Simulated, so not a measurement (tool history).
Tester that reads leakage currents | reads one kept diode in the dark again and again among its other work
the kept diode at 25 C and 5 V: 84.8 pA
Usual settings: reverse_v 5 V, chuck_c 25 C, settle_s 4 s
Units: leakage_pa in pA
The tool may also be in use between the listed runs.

run    hour  reverse_v  chuck_c  settle_s  leakage_pa
  1       0          5       25         4       85.19
  2      58          5       41         4      275.42
  3   100.1          5       25         4       85.52
  4   175.6          5       25         4        85.6
  5   229.3          5       25         4       84.78
  6   295.5          5       25         4       85.05
  7     335          5       25      0.64       85.59
  8   386.6          5       25      0.64       85.32
  9   476.1      17.76       25      0.64      145.75
 10   528.2       2.17       25         4       60.53
 11   621.5       1.33       51      5.19      312.87
 12   707.5       1.33       51      5.19      313.02
 13   752.9       1.33       51      5.19      311.67
 14   823.8       1.33       51      5.19      313.62
 15   897.7       3.02       27         4       80.51
 16   982.6       14.2       23      3.41       112.4
 17  1048.5       14.2       23      3.41      112.85
 18  1128.7       2.03       27      1.42       68.55
 19  1180.4          5       25       1.1       85.68
 20  1235.5          5       25       1.1       85.45

Taken out of this log: 2 entries between the listed runs. Where each belongs, and how the hidden state differs across it:
Between runs 10 and 11: chuck's temperature calibrated (hour 597.1)
  stray current of the dirty probe card, pA a volt: 0.032 -> 0.033
Between runs 17 and 18: probe card cleaned and baked (hour 1081.2)
  stray current of the dirty probe card, pA a volt: 0.036 -> 0.02
